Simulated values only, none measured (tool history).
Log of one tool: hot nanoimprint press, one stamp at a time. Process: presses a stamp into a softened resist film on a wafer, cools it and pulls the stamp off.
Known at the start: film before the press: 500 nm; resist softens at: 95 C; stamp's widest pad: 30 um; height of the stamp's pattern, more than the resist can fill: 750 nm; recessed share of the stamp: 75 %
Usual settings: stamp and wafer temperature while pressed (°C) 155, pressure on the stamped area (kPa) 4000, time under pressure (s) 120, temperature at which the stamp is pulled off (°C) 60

run,hour,stamp and wafer temperature while pressed (°C),pressure on the stamped area (kPa),time under pressure (s),temperature at which the stamp is pulled off (°C),resist left under the stamp's widest pad (angstrom),greatest force while the stamp is pulled off (N)
1,0,155,4000,120,60,2144,97
2,26.6,155,4000,120,60,2149,98
3,45.4,155,4000,120,60,2142,97
# hour 79.1: stamp cleaned and given a new release coat
4,84.8,155,4000,120,60,2161,97
5,123.5,155,4000,120,60,2153,95
6,142.6,155,4000,120,60,2169,96
7,171.2,155,4000,120,57,2132,104
8,191.4,155,4000,120,60,2163,95
9,208.8,155,4000,120,58,2145,99
10,241.5,155,4000,120,58,2137,104
11,262.4,155,4000,120,58,2156,100
12,302,155,4000,120,60,2134,96
13,323,155,4000,120,60,2126,96
14,348.5,155,4000,120,60,2136,95
15,366.3,155,4000,120,60,2147,96
16,395.7,148,4000,190,60,2421,96
17,427.6,149,3090,240,57,2376,103
18,457.3,156,5390,81,64,2080,87
# hour 467.4: plate thermocouple calibrated
19,492.4,163,5390,193,64,1072,86
20,515.5,163,5390,193,64,1070,85
21,547.5,163,5390,193,64,1081,85
22,576.7,163,6100,193,64,1001,86
23,600.9,157,4070,213,62,1546,93
24,636.5,157,4070,213,62,1533,92
25,672.6,157,4070,213,62,1532,92
26,701,155,4800,128,46,1906,132
# hour 725.1: stamp cleaned and given a new release coat
27,736.6,155,4800,128,46,1894,130
28,753.6,155,4800,128,46,1887,131
29,782.5,155,4800,229,46,1491,131

4 ways to go on from here, each from the tool as it stands after run 29. What would each give?
A,815.2,157,6260,229,47,?,?
B,815.2,155,4000,120,67,?,?
C,815.2,155,2590,73,51,?,?
D,815.2,155,4800,61,46,?,?

run,resist left under the stamp's widest pad (angstrom),greatest force while the stamp is pulled off (N)
A,1187,129
B,2103,79
C,3022,120
D,2489,129
Without the tool's hidden state the same runs would have given:
run,resist left under the stamp's widest pad (angstrom),greatest force while the stamp is pulled off (N)
A,1206,128
B,2138,79
C,3073,120
D,2530,129

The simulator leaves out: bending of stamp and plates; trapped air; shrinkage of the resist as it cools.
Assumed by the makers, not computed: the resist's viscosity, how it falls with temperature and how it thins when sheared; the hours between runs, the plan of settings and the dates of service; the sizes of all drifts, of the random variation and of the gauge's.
